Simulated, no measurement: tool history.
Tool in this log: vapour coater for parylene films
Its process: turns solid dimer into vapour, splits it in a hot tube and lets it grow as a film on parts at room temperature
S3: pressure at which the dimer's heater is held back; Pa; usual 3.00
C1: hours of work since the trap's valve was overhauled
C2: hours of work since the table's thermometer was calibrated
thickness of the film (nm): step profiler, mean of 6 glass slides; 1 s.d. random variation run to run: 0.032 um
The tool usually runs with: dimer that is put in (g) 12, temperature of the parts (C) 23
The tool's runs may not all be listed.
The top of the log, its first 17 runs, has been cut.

run 18 day=27.046 | dimer_that_is_put_in_(g)=12 temperature_of_the_parts_(C)=23 S3=3.00 | C1=170 C2=857 | thickness_of_the_film_(nm)=2960
run 19 day=29.000 | dimer_that_is_put_in_(g)=12 temperature_of_the_parts_(C)=23 S3=3.00 | C1=212 C2=899 | thickness_of_the_film_(nm)=2860
-- day=29.862 table's thermometer calibrated
run 20 day=30.050 | dimer_that_is_put_in_(g)=12 temperature_of_the_parts_(C)=23 S3=3.00 | C1=234 C2=4 | thickness_of_the_film_(nm)=3000
run 21 day=31.462 | dimer_that_is_put_in_(g)=21 temperature_of_the_parts_(C)=16 S3=3.00 | C1=264 C2=35 | thickness_of_the_film_(nm)=7310
run 22 day=33.096 | dimer_that_is_put_in_(g)=7 temperature_of_the_parts_(C)=16 S3=3.39 | C1=299 C2=70 | thickness_of_the_film_(nm)=2340
run 23 day=34.867 | dimer_that_is_put_in_(g)=19 temperature_of_the_parts_(C)=34 S3=2.87 | C1=338 C2=108 | thickness_of_the_film_(nm)=2790
run 24 day=36.508 | dimer_that_is_put_in_(g)=19 temperature_of_the_parts_(C)=34 S3=2.87 | C1=373 C2=143 | thickness_of_the_film_(nm)=2670
-- day=36.879 trap's valve overhauled
run 25 day=37.617 | dimer_that_is_put_in_(g)=19 temperature_of_the_parts_(C)=34 S3=2.87 | C1=16 C2=164 | thickness_of_the_film_(nm)=3140
run 26 day=38.854 | dimer_that_is_put_in_(g)=6 temperature_of_the_parts_(C)=25 S3=7.62 | C1=43 C2=190 | thickness_of_the_film_(nm)=1380
run 27 day=40.712 | dimer_that_is_put_in_(g)=14 temperature_of_the_parts_(C)=27 S3=4.56 | C1=83 C2=231 | thickness_of_the_film_(nm)=3000
run 28 day=42.208 | dimer_that_is_put_in_(g)=14 temperature_of_the_parts_(C)=27 S3=4.56 | C1=115 C2=263 | thickness_of_the_film_(nm)=2920
run 29 day=43.675 | dimer_that_is_put_in_(g)=15 temperature_of_the_parts_(C)=17 S3=3.03 | C1=147 C2=294 | thickness_of_the_film_(nm)=4990
run 30 day=45.033 | dimer_that_is_put_in_(g)=15 temperature_of_the_parts_(C)=17 S3=3.03 | C1=176 C2=324 | thickness_of_the_film_(nm)=4950
run 31 day=46.671 | dimer_that_is_put_in_(g)=14 temperature_of_the_parts_(C)=34 S3=3.00 | C1=211 C2=359 | thickness_of_the_film_(nm)=2110
run 32 day=48.742 | dimer_that_is_put_in_(g)=14 temperature_of_the_parts_(C)=34 S3=3.00 | C1=256 C2=404 | thickness_of_the_film_(nm)=2000
run 33 day=49.867 | dimer_that_is_put_in_(g)=14 temperature_of_the_parts_(C)=34 S3=3.00 | C1=280 C2=428 | thickness_of_the_film_(nm)=2030
run 34 day=51.121 | dimer_that_is_put_in_(g)=14 temperature_of_the_parts_(C)=34 S3=3.00 | C1=307 C2=455 | thickness_of_the_film_(nm)=2050
run 35 day=52.146 | dimer_that_is_put_in_(g)=13 temperature_of_the_parts_(C)=20 S3=5.23 | C1=330 C2=477 | thickness_of_the_film_(nm)=3460
run 36 day=54.238 | dimer_that_is_put_in_(g)=12 temperature_of_the_parts_(C)=23 S3=2.42 | C1=375 C2=523 | thickness_of_the_film_(nm)=2820
-- day=54.596 trap's valve overhauled
run 37 day=55.738 | dimer_that_is_put_in_(g)=15 temperature_of_the_parts_(C)=20 S3=12.00 | C1=25 C2=551 | thickness_of_the_film_(nm)=4160
run 38 day=57.254 | dimer_that_is_put_in_(g)=21 temperature_of_the_parts_(C)=30 S3=3.41 | C1=57 C2=584 | thickness_of_the_film_(nm)=3970
run 39 day=59.029 | dimer_that_is_put_in_(g)=5 temperature_of_the_parts_(C)=19 S3=7.70 | C1=96 C2=622 | thickness_of_the_film_(nm)=1460
run 40 day=60.779 | dimer_that_is_put_in_(g)=17 temperature_of_the_parts_(C)=23 S3=5.22 | C1=133 C2=660 | thickness_of_the_film_(nm)=4120

Branching from run 40: 3 alternative next runs. What would each branch give?
run A day=62.221 | dimer_that_is_put_in_(g)=6 temperature_of_the_parts_(C)=20 S3=5.22 | C1=165 C2=691 | thickness_of_the_film_(nm)=?
run B day=62.221 | dimer_that_is_put_in_(g)=19 temperature_of_the_parts_(C)=19 S3=4.92 | C1=165 C2=691 | thickness_of_the_film_(nm)=?
run C day=62.221 | dimer_that_is_put_in_(g)=13 temperature_of_the_parts_(C)=23 S3=2.74 | C1=165 C2=691 | thickness_of_the_film_(nm)=?

run=A thickness_of_the_film_(nm)=1690
run=B thickness_of_the_film_(nm)=5480
run=C thickness_of_the_film_(nm)=3310
What these runs would have given with no unlogged condition in the tool:
run=A thickness_of_the_film_(nm)=1860
run=B thickness_of_the_film_(nm)=6040
run=C thickness_of_the_film_(nm)=3640

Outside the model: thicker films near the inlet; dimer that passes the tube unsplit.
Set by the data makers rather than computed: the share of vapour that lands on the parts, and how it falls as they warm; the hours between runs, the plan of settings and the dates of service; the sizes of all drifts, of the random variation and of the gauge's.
